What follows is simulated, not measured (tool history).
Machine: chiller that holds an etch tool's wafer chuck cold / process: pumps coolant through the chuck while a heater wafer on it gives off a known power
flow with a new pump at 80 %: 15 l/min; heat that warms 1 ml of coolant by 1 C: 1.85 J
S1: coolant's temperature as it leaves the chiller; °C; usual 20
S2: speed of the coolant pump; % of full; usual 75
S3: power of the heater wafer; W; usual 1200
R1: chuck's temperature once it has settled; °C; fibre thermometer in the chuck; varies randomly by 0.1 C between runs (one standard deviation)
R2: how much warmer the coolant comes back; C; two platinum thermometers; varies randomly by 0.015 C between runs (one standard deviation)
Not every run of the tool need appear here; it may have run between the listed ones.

run 1 hour=0.0 | S1=20 S2=75 S3=1200 | R1=34.8 R2=2.85
run 2 hour=85.6 | S1=20 S2=75 S3=1200 | R1=35.0 R2=2.86
run 3 hour=188.0 | S1=12 S2=75 S3=1200 | R1=27.1 R2=2.89
run 4 hour=282.5 | S1=20 S2=75 S3=1200 | R1=35.2 R2=2.89
run 5 hour=400.8 | S1=20 S2=75 S3=1200 | R1=35.3 R2=2.86
run 6 hour=515.7 | S1=20 S2=75 S3=877 | R1=31.2 R2=2.13
run 7 hour=646.6 | S1=20 S2=75 S3=877 | R1=31.4 R2=2.13
run 8 hour=766.5 | S1=20 S2=75 S3=877 | R1=31.6 R2=2.12
run 9 hour=904.7 | S1=20 S2=75 S3=877 | R1=31.7 R2=2.10
run 10 hour=1015.6 | S1=22 S2=76 S3=877 | R1=33.7 R2=2.09
run 11 hour=1138.3 | S1=22 S2=76 S3=877 | R1=33.7 R2=2.10
run 12 hour=1230.3 | S1=25 S2=75 S3=1200 | R1=41.1 R2=2.90
run 13 hour=1341.5 | S1=25 S2=75 S3=1200 | R1=41.2 R2=2.91
-- hour=1350.3 chiller's thermometer calibrated
run 14 hour=1404.2 | S1=18 S2=84 S3=1613 | R1=37.9 R2=3.51
run 15 hour=1461.4 | S1=18 S2=84 S3=1613 | R1=37.9 R2=3.49
run 16 hour=1585.9 | S1=24 S2=95 S3=1679 | R1=43.1 R2=3.23
-- hour=1608.2 chiller's thermometer calibrated, once more
run 17 hour=1646.2 | S1=12 S2=67 S3=738 | R1=23.0 R2=2.04
run 18 hour=1712.2 | S1=12 S2=67 S3=738 | R1=23.0 R2=2.01

Alternative continuations, all from the tool just after run 18; predict every row:
run A hour=1788.4 | S1=16 S2=86 S3=1295 | R1=? R2=?
run B hour=1788.4 | S1=17 S2=70 S3=1503 | R1=? R2=?
run C hour=1788.4 | S1=11 S2=81 S3=659 | R1=? R2=?
run D hour=1788.4 | S1=20 S2=69 S3=1200 | R1=? R2=?

run=A R1=31.8 R2=2.77
run=B R1=38.7 R2=3.94
run=C R1=19.4 R2=1.51
run=D R1=37.7 R2=3.18
Without the tool's hidden state the same runs would have given:
run=A R1=29.2 R2=2.61
run=B R1=35.0 R2=3.71
run=C R1=17.9 R2=1.42
run=D R1=34.7 R2=3.00
